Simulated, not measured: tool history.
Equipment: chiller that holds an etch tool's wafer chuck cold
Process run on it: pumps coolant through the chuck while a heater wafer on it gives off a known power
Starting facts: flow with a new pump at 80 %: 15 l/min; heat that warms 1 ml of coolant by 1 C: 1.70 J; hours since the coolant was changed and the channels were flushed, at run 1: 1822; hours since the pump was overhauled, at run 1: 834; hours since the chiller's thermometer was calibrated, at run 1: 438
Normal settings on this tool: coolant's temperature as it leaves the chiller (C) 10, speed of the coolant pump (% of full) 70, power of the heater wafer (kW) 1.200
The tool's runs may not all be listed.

run     day  coolant's temperature as it leaves the chiller (C)  speed of the coolant pump (% of full)  power of the heater wafer (kW)  hours since the coolant was changed and the channels were flushed  hours since the pump was overhauled  hours since the chiller's thermometer was calibrated  chuck's temperature once it has settled (C)  how much warmer the coolant comes back (C)
  1   0.000                                                  10                                     70                           1.200                                                               1822                                  834                                                   438                                         23.4                                        3.20
  2   0.625                                                  10                                     70                           1.200                                                               1837                                  849                                                   453                                         23.2                                        3.18
  3   1.354                                                  10                                     70                           1.200                                                               1854                                  867                                                   470                                         23.2                                        3.12
  4   2.238                                                  10                                     70                           1.200                                                               1875                                  888                                                   491                                         23.3                                        3.13
  5   3.529                                                  10                                     70                           1.200                                                               1906                                  919                                                   523                                         23.2                                        3.19
  6   4.912                                                  10                                     70                           1.200                                                               1940                                  952                                                   556                                         23.3                                        3.13
  7   5.792                                                  10                                     70                           1.200                                                               1961                                  973                                                   577                                         23.2                                        3.13
  8   6.929                                                  10                                     70                           1.200                                                               1988                                 1001                                                   604                                         23.1                                        3.13
  9   7.833                                                  10                                     81                           1.200                                                               2010                                 1022                                                   626                                         21.9                                        2.65
 10   8.850                                                  10                                     81                           1.200                                                               2034                                 1047                                                   650                                         22.1                                        2.64
 11   9.554                                                  10                                     81                           1.200                                                               2051                                 1064                                                   667                                         22.2                                        2.66
 12  10.850                                                  10                                     81                           0.692                                                               2082                                 1095                                                   698                                         16.9                                        1.44
 13  11.483                                                  10                                     70                           0.650                                                               2097                                 1110                                                   713                                         17.1                                        1.59
 14  12.421                                                  10                                     70                           0.650                                                               2120                                 1133                                                   736                                         17.2                                        1.52
 15  13.612                                                  10                                     70                           0.650                                                               2148                                 1161                                                   764                                         17.3                                        1.49
 16  14.629                                                  18                                     81                           0.797                                                               2173                                 1185                                                   789                                         25.9                                        1.63
 17  15.575                                                  18                                     81                           0.797                                                               2196                                 1208                                                   812                                         25.9                                        1.58
 18  16.683                                                   2                                     79                           0.647                                                               2222                                 1235                                                   838                                          8.5                                        1.23
 19  17.938                                                   2                                     79                           0.647                                                               2252                                 1265                                                   868                                          8.7                                        1.24
 20  19.058                                                   2                                     76                           1.076                                                               2279                                 1292                                                   895                                         13.2                                        2.28
 21  19.650                                                   2                                     76                           1.076                                                               2293                                 1306                                                   909                                         13.2                                        2.33
     19.954  -- gauge calibrated
 22  20.500                                                   2                                     66                           1.788                                                               2314                                 1326                                                   930                                         22.6                                        5.06
 23  21.704                                                  14                                     76                           1.130                                                               2343                                 1355                                                   959                                         26.0                                        2.75
 24  22.388                                                  14                                     76                           1.130                                                               2359                                 1372                                                   975                                         25.8                                        2.77
 25  23.429                                                  13                                     85                           0.616                                                               2384                                 1397                                                  1000                                         19.0                                        1.34
 26  24.475                                                  11                                     74                           1.200                                                               2409                                 1422                                                  1025                                         23.9                                        2.93
 27  25.833                                                  11                                     74                           1.200                                                               2442                                 1454                                                  1058                                         23.8                                        2.94
 28  26.929                                                  10                                     70                           0.947                                                               2468                                 1481                                                  1084                                         20.4                                        2.41

Had the tool no unlogged condition, and each run kept its random variation, what would the results have been?
Hidden conditions of the tool in this case: heat passed by the chuck's channels, % of clean ones'; flow at a given pump speed, % of a new pump's; coolant's true temperature over the reading, C; drift of the gauge itself on chuck_c, C; drift of the gauge itself on warmer_back_c, C.
run  how much warmer the coolant comes back (C)
  1                                        3.20
  2                                        3.20
  3                                        3.14
  4                                        3.17
  5                                        3.25
  6                                        3.22
  7                                        3.24
  8                                        3.26
  9                                        2.80
 10                                        2.80
 11                                        2.83
 12                                        1.63
 13                                        1.80
 14                                        1.74
 15                                        1.73
 16                                        1.89
 17                                        1.86
 18                                        1.53
 19                                        1.57
 20                                        2.63
 21                                        2.68
 22                                        5.06
 23                                        2.78
 24                                        2.81
 25                                        1.41
 26                                        3.01
 27                                        3.04
 28                                        2.54
chuck's temperature once it has settled (C): differs from the measured result by no more than 0.1 in any run.

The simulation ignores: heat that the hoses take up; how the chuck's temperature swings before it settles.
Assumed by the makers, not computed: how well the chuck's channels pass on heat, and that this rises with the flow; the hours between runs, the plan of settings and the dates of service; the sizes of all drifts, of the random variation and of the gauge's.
